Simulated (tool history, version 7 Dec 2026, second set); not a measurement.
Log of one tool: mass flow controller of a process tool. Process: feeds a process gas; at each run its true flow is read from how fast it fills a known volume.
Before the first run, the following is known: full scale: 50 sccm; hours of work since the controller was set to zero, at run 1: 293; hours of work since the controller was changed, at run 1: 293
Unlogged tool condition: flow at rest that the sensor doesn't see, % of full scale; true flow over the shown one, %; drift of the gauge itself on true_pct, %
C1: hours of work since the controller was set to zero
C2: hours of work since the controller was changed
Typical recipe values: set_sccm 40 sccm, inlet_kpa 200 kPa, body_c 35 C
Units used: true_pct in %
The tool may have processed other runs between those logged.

{"run": 1, "hour": 0.0, "set_sccm": 40, "inlet_kpa": 200, "body_c": 35, "C1": 293, "C2": 293, "true_pct": 100.68}
{"run": 2, "hour": 172.6, "set_sccm": 40, "inlet_kpa": 200, "body_c": 35, "C1": 387, "C2": 387, "true_pct": 100.57}
{"run": 3, "hour": 299.7, "set_sccm": 40, "inlet_kpa": 200, "body_c": 35, "C1": 456, "C2": 456, "true_pct": 100.27}
{"run": 4, "hour": 422.1, "set_sccm": 40, "inlet_kpa": 200, "body_c": 35, "C1": 523, "C2": 523, "true_pct": 100.23}
{"run": 5, "hour": 585.9, "set_sccm": 40, "inlet_kpa": 200, "body_c": 22, "C1": 612, "C2": 612, "true_pct": 98.82}
{"run": 6, "hour": 753.3, "set_sccm": 40, "inlet_kpa": 259, "body_c": 35, "C1": 703, "C2": 703, "true_pct": 99.61}
{"run": 7, "hour": 885.9, "set_sccm": 10, "inlet_kpa": 194, "body_c": 39, "C1": 775, "C2": 775, "true_pct": 99.61}
{"run": 8, "hour": 1057.2, "set_sccm": 10, "inlet_kpa": 194, "body_c": 39, "C1": 869, "C2": 869, "true_pct": 99.24}

Run 9 is up next; what results do you expect?
{"run": 9, "hour": 1162.3, "set_sccm": 13, "inlet_kpa": 229, "body_c": 30, "C1": 926, "C2": 926, "true_pct": "?"}

{"run 9": {"true_pct": 98.32}}
Were there no unlogged condition in the tool, this run, its random variation unchanged, would have produced true_pct 99.77 %.
